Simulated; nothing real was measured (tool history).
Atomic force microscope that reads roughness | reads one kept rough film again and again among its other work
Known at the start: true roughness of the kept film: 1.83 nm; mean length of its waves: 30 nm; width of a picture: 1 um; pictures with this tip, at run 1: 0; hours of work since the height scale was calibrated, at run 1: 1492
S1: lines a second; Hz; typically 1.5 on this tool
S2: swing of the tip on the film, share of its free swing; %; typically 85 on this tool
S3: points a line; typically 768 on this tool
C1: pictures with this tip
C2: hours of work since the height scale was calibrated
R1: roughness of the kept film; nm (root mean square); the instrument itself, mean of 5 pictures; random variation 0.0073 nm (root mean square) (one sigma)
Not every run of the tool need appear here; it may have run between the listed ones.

{"run": 1, "hour": 0.0, "S1": 1.5, "S2": 85, "S3": 768, "C1": 0, "C2": 1492, "R1": 1.526}
{"run": 2, "hour": 54.7, "S1": 1.5, "S2": 85, "S3": 768, "C1": 71, "C2": 1521, "R1": 1.532}
{"run": 3, "hour": 100.8, "S1": 1.5, "S2": 55, "S3": 768, "C1": 130, "C2": 1546, "R1": 1.693}
{"run": 4, "hour": 161.0, "S1": 1.5, "S2": 55, "S3": 768, "C1": 208, "C2": 1579, "R1": 1.696}
{"run": 5, "hour": 209.4, "S1": 1.5, "S2": 55, "S3": 768, "C1": 271, "C2": 1605, "R1": 1.693}
{"hour": 259.7, "done": "new tip fitted"}
{"run": 6, "hour": 270.3, "S1": 1.5, "S2": 55, "S3": 768, "C1": 14, "C2": 1638, "R1": 1.694}
{"run": 7, "hour": 336.8, "S1": 1.5, "S2": 89, "S3": 768, "C1": 100, "C2": 1674, "R1": 1.476}
{"run": 8, "hour": 395.8, "S1": 1.5, "S2": 85, "S3": 768, "C1": 176, "C2": 1705, "R1": 1.532}
{"run": 9, "hour": 451.7, "S1": 1.5, "S2": 85, "S3": 768, "C1": 249, "C2": 1736, "R1": 1.534}
{"run": 10, "hour": 510.5, "S1": 1.5, "S2": 80, "S3": 768, "C1": 325, "C2": 1767, "R1": 1.566}
{"hour": 517.3, "done": "new tip fitted"}
{"run": 11, "hour": 558.5, "S1": 1.5, "S2": 80, "S3": 768, "C1": 53, "C2": 1793, "R1": 1.568}
{"run": 12, "hour": 608.3, "S1": 1.5, "S2": 80, "S3": 768, "C1": 118, "C2": 1820, "R1": 1.572}
{"run": 13, "hour": 648.4, "S1": 2.81, "S2": 80, "S3": 768, "C1": 170, "C2": 1842, "R1": 1.456}
{"run": 14, "hour": 704.8, "S1": 1.43, "S2": 85, "S3": 768, "C1": 243, "C2": 1872, "R1": 1.536}
{"hour": 774.9, "done": "new tip fitted"}
{"run": 15, "hour": 774.9, "S1": 1.27, "S2": 85, "S3": 768, "C1": 0, "C2": 1910, "R1": 1.566}
{"hour": 813.6, "done": "height scale calibrated on a step standard"}
{"run": 16, "hour": 845.0, "S1": 1.5, "S2": 85, "S3": 768, "C1": 89, "C2": 17, "R1": 1.53}
{"run": 17, "hour": 884.1, "S1": 1.5, "S2": 85, "S3": 768, "C1": 140, "C2": 38, "R1": 1.517}
{"run": 18, "hour": 930.0, "S1": 1.5, "S2": 85, "S3": 768, "C1": 199, "C2": 63, "R1": 1.527}
{"run": 19, "hour": 979.1, "S1": 1.5, "S2": 59, "S3": 768, "C1": 263, "C2": 89, "R1": 1.679}
{"run": 20, "hour": 1024.9, "S1": 1.5, "S2": 59, "S3": 768, "C1": 322, "C2": 114, "R1": 1.672}
{"hour": 1032.5, "done": "new tip fitted"}
{"run": 21, "hour": 1055.3, "S1": 1.5, "S2": 85, "S3": 768, "C1": 30, "C2": 130, "R1": 1.533}
{"run": 22, "hour": 1109.3, "S1": 1.5, "S2": 85, "S3": 768, "C1": 100, "C2": 159, "R1": 1.527}
{"run": 23, "hour": 1160.6, "S1": 1.5, "S2": 85, "S3": 768, "C1": 166, "C2": 187, "R1": 1.524}
{"run": 24, "hour": 1230.0, "S1": 1.5, "S2": 85, "S3": 984, "C1": 256, "C2": 225, "R1": 1.516}
{"run": 25, "hour": 1261.6, "S1": 1.5, "S2": 67, "S3": 768, "C1": 297, "C2": 242, "R1": 1.649}
{"hour": 1292.8, "done": "new tip fitted"}
{"run": 26, "hour": 1331.4, "S1": 1.5, "S2": 67, "S3": 768, "C1": 50, "C2": 279, "R1": 1.64}
{"run": 27, "hour": 1362.5, "S1": 0.59, "S2": 67, "S3": 768, "C1": 90, "C2": 296, "R1": 1.695}
{"run": 28, "hour": 1412.4, "S1": 0.59, "S2": 67, "S3": 768, "C1": 154, "C2": 323, "R1": 1.691}
{"run": 29, "hour": 1455.0, "S1": 0.84, "S2": 85, "S3": 768, "C1": 210, "C2": 346, "R1": 1.611}
{"run": 30, "hour": 1520.1, "S1": 1.91, "S2": 85, "S3": 768, "C1": 294, "C2": 381, "R1": 1.483}
{"hour": 1552.2, "done": "new tip fitted"}
{"run": 31, "hour": 1570.2, "S1": 0.94, "S2": 87, "S3": 768, "C1": 23, "C2": 408, "R1": 1.571}
{"run": 32, "hour": 1639.7, "S1": 0.94, "S2": 87, "S3": 768, "C1": 113, "C2": 445, "R1": 1.588}
{"run": 33, "hour": 1672.0, "S1": 0.94, "S2": 87, "S3": 695, "C1": 155, "C2": 463, "R1": 1.587}
{"run": 34, "hour": 1709.2, "S1": 4, "S2": 61, "S3": 903, "C1": 203, "C2": 483, "R1": 1.576}
{"run": 35, "hour": 1747.1, "S1": 0.9, "S2": 65, "S3": 1009, "C1": 252, "C2": 503, "R1": 1.689}
{"run": 36, "hour": 1796.2, "S1": 0.9, "S2": 65, "S3": 1009, "C1": 316, "C2": 530, "R1": 1.671}
{"hour": 1811.9, "done": "new tip fitted"}
{"run": 37, "hour": 1848.3, "S1": 0.9, "S2": 65, "S3": 1009, "C1": 47, "C2": 558, "R1": 1.689}
{"run": 38, "hour": 1880.3, "S1": 3.28, "S2": 73, "S3": 768, "C1": 89, "C2": 575, "R1": 1.493}
{"run": 39, "hour": 1917.4, "S1": 3.11, "S2": 76, "S3": 560, "C1": 137, "C2": 595, "R1": 1.47}
{"run": 40, "hour": 1967.7, "S1": 3.11, "S2": 88, "S3": 458, "C1": 202, "C2": 622, "R1": 1.314}
{"run": 41, "hour": 2003.0, "S1": 1.33, "S2": 88, "S3": 378, "C1": 248, "C2": 641, "R1": 1.497}
{"run": 42, "hour": 2047.2, "S1": 1.33, "S2": 88, "S3": 378, "C1": 305, "C2": 665, "R1": 1.507}
{"hour": 2072.5, "done": "new tip fitted"}
{"run": 43, "hour": 2110.6, "S1": 1.33, "S2": 88, "S3": 378, "C1": 49, "C2": 699, "R1": 1.513}
{"run": 44, "hour": 2149.6, "S1": 1.33, "S2": 88, "S3": 378, "C1": 100, "C2": 720, "R1": 1.517}
{"run": 45, "hour": 2201.2, "S1": 1.5, "S2": 60, "S3": 768, "C1": 167, "C2": 748, "R1": 1.683}
{"run": 46, "hour": 2235.0, "S1": 1.5, "S2": 85, "S3": 350, "C1": 210, "C2": 766, "R1": 1.519}
{"run": 47, "hour": 2266.2, "S1": 1.08, "S2": 65, "S3": 756, "C1": 251, "C2": 783, "R1": 1.66}
{"run": 48, "hour": 2310.9, "S1": 1.5, "S2": 88, "S3": 380, "C1": 309, "C2": 807, "R1": 1.489}
{"hour": 2332.6, "done": "new tip fitted"}
{"run": 49, "hour": 2360.3, "S1": 1.5, "S2": 88, "S3": 380, "C1": 36, "C2": 834, "R1": 1.496}
{"run": 50, "hour": 2390.5, "S1": 1.5, "S2": 61, "S3": 574, "C1": 75, "C2": 850, "R1": 1.67}
{"run": 51, "hour": 2421.9, "S1": 1.5, "S2": 57, "S3": 904, "C1": 116, "C2": 867, "R1": 1.692}
{"run": 52, "hour": 2478.9, "S1": 1.5, "S2": 62, "S3": 326, "C1": 189, "C2": 898, "R1": 1.645}
{"run": 53, "hour": 2509.8, "S1": 1.86, "S2": 74, "S3": 768, "C1": 229, "C2": 915, "R1": 1.575}

Predict each of these 3 candidate next runs independently; none follows another, all start after run 53:
{"run": "A", "hour": 2560.0, "S1": 1.46, "S2": 58, "S3": 1018, "C1": 294, "C2": 942, "R1": "?"}
{"run": "B", "hour": 2560.0, "S1": 1.86, "S2": 74, "S3": 775, "C1": 294, "C2": 942, "R1": "?"}
{"run": "C", "hour": 2560.0, "S1": 1.25, "S2": 83, "S3": 859, "C1": 294, "C2": 942, "R1": "?"}

run=A R1=1.684
run=B R1=1.592
run=C R1=1.571
What these runs would have given with no unlogged condition in the tool:
run=A R1=1.691
run=B R1=1.599
run=C R1=1.578
